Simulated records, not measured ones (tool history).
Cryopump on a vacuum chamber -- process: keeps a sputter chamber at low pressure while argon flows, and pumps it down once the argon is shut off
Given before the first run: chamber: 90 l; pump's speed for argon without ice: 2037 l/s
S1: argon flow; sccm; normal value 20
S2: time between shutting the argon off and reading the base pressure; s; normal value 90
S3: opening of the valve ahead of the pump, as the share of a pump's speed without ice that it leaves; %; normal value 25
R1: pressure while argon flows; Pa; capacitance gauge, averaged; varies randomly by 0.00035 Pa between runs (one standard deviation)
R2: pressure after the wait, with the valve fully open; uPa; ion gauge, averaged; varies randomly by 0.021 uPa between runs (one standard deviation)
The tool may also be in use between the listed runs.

run 1 hour=0 | S1=20 S2=90 S3=25 | R1=0.0672 R2=1.3
run 2 hour=18.2 | S1=20 S2=90 S3=25 | R1=0.0671 R2=1.28
run 3 hour=29.6 | S1=20 S2=90 S3=25 | R1=0.0671 R2=1.31
run 4 hour=41.2 | S1=20 S2=90 S3=25 | R1=0.0669 R2=1.34
run 5 hour=48.6 | S1=20 S2=90 S3=25 | R1=0.0675 R2=1.34
run 6 hour=61.1 | S1=20 S2=90 S3=25 | R1=0.0664 R2=1.33
run 7 hour=78.8 | S1=20 S2=90 S3=25 | R1=0.0676 R2=1.32
run 8 hour=90.8 | S1=20 S2=90 S3=25 | R1=0.0669 R2=1.36
run 9 hour=98.8 | S1=20 S2=90 S3=25 | R1=0.0671 R2=1.36
run 10 hour=114.5 | S1=20 S2=90 S3=25 | R1=0.0676 R2=1.36
run 11 hour=129.7 | S1=20 S2=90 S3=25 | R1=0.0674 R2=1.37
run 12 hour=137.5 | S1=24 S2=90 S3=25 | R1=0.0805 R2=1.36
run 13 hour=155 | S1=24 S2=90 S3=25 | R1=0.0806 R2=1.43
run 14 hour=168.2 | S1=27 S2=90 S3=25 | R1=0.0909 R2=1.38
run 15 hour=186.1 | S1=27 S2=90 S3=25 | R1=0.0916 R2=1.45
run 16 hour=194.2 | S1=27 S2=90 S3=25 | R1=0.0908 R2=1.41
run 17 hour=203.8 | S1=27 S2=90 S3=25 | R1=0.091 R2=1.44
run 18 hour=214 | S1=10 S2=33 S3=16 | R1=0.0521 R2=1.72
run 19 hour=232 | S1=35 S2=177 S3=31 | R1=0.0953 R2=1.35
run 20 hour=243.6 | S1=35 S2=177 S3=31 | R1=0.0963 R2=1.3
run 21 hour=259.2 | S1=13 S2=98 S3=39 | R1=0.0283 R2=1.42
run 22 hour=276.5 | S1=13 S2=157 S3=30 | R1=0.0368 R2=1.37
run 23 hour=294.9 | S1=20 S2=179 S3=31 | R1=0.0556 R2=1.39
run 24 hour=302.9 | S1=18 S2=157 S3=30 | R1=0.0513 R2=1.46
run 25 hour=311 | S1=18 S2=157 S3=30 | R1=0.0511 R2=1.38
run 26 hour=328.4 | S1=20 S2=157 S3=52 | R1=0.033 R2=1.48
run 27 hour=341.3 | S1=20 S2=157 S3=52 | R1=0.0335 R2=1.46
run 28 hour=349.9 | S1=20 S2=157 S3=52 | R1=0.0332 R2=1.41
run 29 hour=368.3 | S1=20 S2=157 S3=35 | R1=0.0481 R2=1.44
run 30 hour=384.7 | S1=25 S2=49 S3=35 | R1=0.0613 R2=1.68
run 31 hour=393.6 | S1=24 S2=221 S3=52 | R1=0.0402 R2=1.46
run 32 hour=404.5 | S1=10 S2=33 S3=52 | R1=0.0174 R2=1.92
run 33 hour=418 | S1=17 S2=34 S3=57 | R1=0.0263 R2=1.9
run 34 hour=433.3 | S1=19 S2=54 S3=22 | R1=0.0732 R2=1.76

Branching from run 34: 3 alternative next runs. What would each branch give?
run A hour=444.5 | S1=10 S2=54 S3=22 | R1=? R2=?
run B hour=444.5 | S1=14 S2=101 S3=25 | R1=? R2=?
run C hour=444.5 | S1=17 S2=24 S3=19 | R1=? R2=?

run=A R1=0.0383 R2=1.8
run=B R1=0.0475 R2=1.56
run=C R1=0.0757 R2=2.16
With no hidden state in the tool, these same runs would have given:
run=A R1=0.0373 R2=0.53
run=B R1=0.0462 R2=0.31
run=C R1=0.0741 R2=0.88

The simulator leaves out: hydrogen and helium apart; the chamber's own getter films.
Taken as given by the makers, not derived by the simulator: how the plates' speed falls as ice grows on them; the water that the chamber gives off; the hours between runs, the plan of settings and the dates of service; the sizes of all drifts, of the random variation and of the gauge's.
